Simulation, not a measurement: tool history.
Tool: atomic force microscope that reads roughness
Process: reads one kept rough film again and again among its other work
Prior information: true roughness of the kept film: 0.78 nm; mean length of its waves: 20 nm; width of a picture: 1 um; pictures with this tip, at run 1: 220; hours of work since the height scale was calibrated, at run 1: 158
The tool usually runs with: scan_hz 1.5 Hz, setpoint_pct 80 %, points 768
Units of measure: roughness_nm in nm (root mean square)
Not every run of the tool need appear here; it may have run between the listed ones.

run   hour  scan_hz  setpoint_pct  points  pictures with this tip  hours of work since the height scale was calibrated  roughness_nm
  1      0      1.5            80     768                     220                                                  158         0.632
  2    6.5      1.5            80     768                     227                                                  162         0.637
  3   16.5      1.5            80     768                     239                                                  166         0.633
  4     32      1.5            80     768                     256                                                  174         0.633
  5   45.3      1.5            80     768                     271                                                  180         0.634
  6   60.8     0.55            80     768                     289                                                  188          0.67
  7   75.1     0.55            80     768                     305                                                  195         0.666
      81.8  -- new tip fitted
  8   87.8      1.5            68     768                       6                                                  200         0.706
  9     98      1.5            58     768                      18                                                  205         0.721
 10  107.6      1.5            58     425                      29                                                  210         0.712
 11  122.9      1.5            58     425                      46                                                  217         0.714
 12  136.5      1.5            80     768                      61                                                  224         0.662
 13  149.1      1.5            80     768                      75                                                  230         0.665
 14  159.2      2.5            65     768                      87                                                  235         0.676
 15  173.8     1.35            86     552                     103                                                  242         0.643
 16  189.6     2.08            80     764                     121                                                  249         0.632
 17  197.5     0.88            69     460                     130                                                  253         0.692
 18  207.9     2.14            80     768                     142                                                  258         0.627
 19  214.8     2.14            87     768                     149                                                  261         0.596
 20  230.1     1.39            80     415                     166                                                  269         0.643
 21  239.5     1.39            80     415                     177                                                  273         0.644
 22  248.1     1.83            56     415                     187                                                  277         0.682
 23  256.9      1.5            84     911                     197                                                  282          0.63
 24  267.1      1.5            84     911                     208                                                  286         0.625
 25  279.9     0.78            72     338                     223                                                  293         0.668
 26  295.4        1            83     684                     240                                                  300         0.649

Some steps in roughness_nm between neighbouring runs. How much of each would the tool show without its hidden state too (settings, what came in, random variation), and how much is left for the hidden state, with any gauge scatter that isn't in both results?
What the log doesn't record here: radius of the tip, nm; height scale over the true one, %; drift of the gauge itself on roughness_nm, %.
Run 5 -> 6: scan_hz 1.5 -> 0.55. roughness_nm +0.036 nm (root mean square): hidden state -0.006, all else +0.042.
Run 7 -> 8: scan_hz 0.55 -> 1.5, setpoint_pct 80 -> 68, new tip fitted. roughness_nm +0.04 nm (root mean square): hidden state +0.05, all else -0.01.
Run 16 -> 17: scan_hz 2.08 -> 0.88, setpoint_pct 80 -> 69, points 764 -> 460. roughness_nm +0.06 nm (root mean square): hidden state -0.004, all else +0.064.
Run 17 -> 18: scan_hz 0.88 -> 2.14, setpoint_pct 69 -> 80, points 460 -> 768. roughness_nm -0.065 nm (root mean square): hidden state +0.001, all else -0.066.

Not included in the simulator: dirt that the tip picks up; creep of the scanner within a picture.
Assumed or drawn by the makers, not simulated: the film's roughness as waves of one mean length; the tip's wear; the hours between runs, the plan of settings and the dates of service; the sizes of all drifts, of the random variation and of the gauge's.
